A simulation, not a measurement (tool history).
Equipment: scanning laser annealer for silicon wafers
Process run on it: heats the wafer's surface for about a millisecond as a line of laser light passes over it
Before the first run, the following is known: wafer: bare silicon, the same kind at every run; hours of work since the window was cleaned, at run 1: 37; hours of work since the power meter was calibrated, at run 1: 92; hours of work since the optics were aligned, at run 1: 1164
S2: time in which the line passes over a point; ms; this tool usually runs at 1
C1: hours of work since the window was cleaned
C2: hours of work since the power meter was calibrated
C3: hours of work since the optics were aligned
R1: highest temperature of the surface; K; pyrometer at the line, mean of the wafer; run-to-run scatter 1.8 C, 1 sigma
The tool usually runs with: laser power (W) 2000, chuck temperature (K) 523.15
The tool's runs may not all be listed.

{"run": 1, "hour": 0.0, "laser power (W)": 2000, "S2": 1, "chuck temperature (K)": 523.15, "C1": 37, "C2": 92, "C3": 1164, "R1": 1230.15}
{"run": 2, "hour": 16.4, "laser power (W)": 2000, "S2": 1, "chuck temperature (K)": 507.15, "C1": 48, "C2": 103, "C3": 1175, "R1": 1209.15}
{"run": 3, "hour": 27.9, "laser power (W)": 2000, "S2": 1, "chuck temperature (K)": 507.15, "C1": 56, "C2": 110, "C3": 1183, "R1": 1210.15}
{"run": 4, "hour": 36.0, "laser power (W)": 2000, "S2": 1, "chuck temperature (K)": 507.15, "C1": 61, "C2": 116, "C3": 1188, "R1": 1209.15}
{"run": 5, "hour": 49.1, "laser power (W)": 2000, "S2": 1, "chuck temperature (K)": 507.15, "C1": 70, "C2": 125, "C3": 1197, "R1": 1211.15}
{"run": 6, "hour": 61.9, "laser power (W)": 2000, "S2": 1.03, "chuck temperature (K)": 507.15, "C1": 79, "C2": 133, "C3": 1205, "R1": 1216.15}
{"run": 7, "hour": 70.3, "laser power (W)": 2000, "S2": 1, "chuck temperature (K)": 523.15, "C1": 84, "C2": 139, "C3": 1211, "R1": 1218.15}
{"run": 8, "hour": 87.2, "laser power (W)": 2000, "S2": 1, "chuck temperature (K)": 523.15, "C1": 96, "C2": 150, "C3": 1222, "R1": 1221.15}
{"run": 9, "hour": 95.5, "laser power (W)": 2000, "S2": 0.82, "chuck temperature (K)": 523.15, "C1": 101, "C2": 156, "C3": 1228, "R1": 1161.15}
{"hour": 99.2, "done": "window over the wafer cleaned"}
{"run": 10, "hour": 111.8, "laser power (W)": 2000, "S2": 0.99, "chuck temperature (K)": 523.15, "C1": 8, "C2": 165, "C3": 1237, "R1": 1214.15}
{"run": 11, "hour": 121.9, "laser power (W)": 2000, "S2": 0.99, "chuck temperature (K)": 523.15, "C1": 15, "C2": 172, "C3": 1244, "R1": 1213.15}
{"run": 12, "hour": 135.6, "laser power (W)": 2000, "S2": 0.99, "chuck temperature (K)": 517.15, "C1": 24, "C2": 181, "C3": 1253, "R1": 1206.15}
{"run": 13, "hour": 152.7, "laser power (W)": 2000, "S2": 0.99, "chuck temperature (K)": 517.15, "C1": 36, "C2": 193, "C3": 1265, "R1": 1203.15}
{"hour": 158.7, "done": "window over the wafer cleaned, once more"}
{"run": 14, "hour": 169.8, "laser power (W)": 2000, "S2": 0.99, "chuck temperature (K)": 517.15, "C1": 7, "C2": 203, "C3": 1275, "R1": 1218.15}
{"run": 15, "hour": 184.3, "laser power (W)": 2000, "S2": 0.99, "chuck temperature (K)": 517.15, "C1": 17, "C2": 212, "C3": 1284, "R1": 1214.15}

What does the tool deliver on the next run?
{"run": 16, "hour": 197.5, "laser power (W)": 2090, "S2": 0.92, "chuck temperature (K)": 545.15, "C1": 26, "C2": 221, "C3": 1293, "R1": "?"}

R1: 1257.15 K
Had the tool carried no hidden state, the very same run would have given R1 1280.15 K.
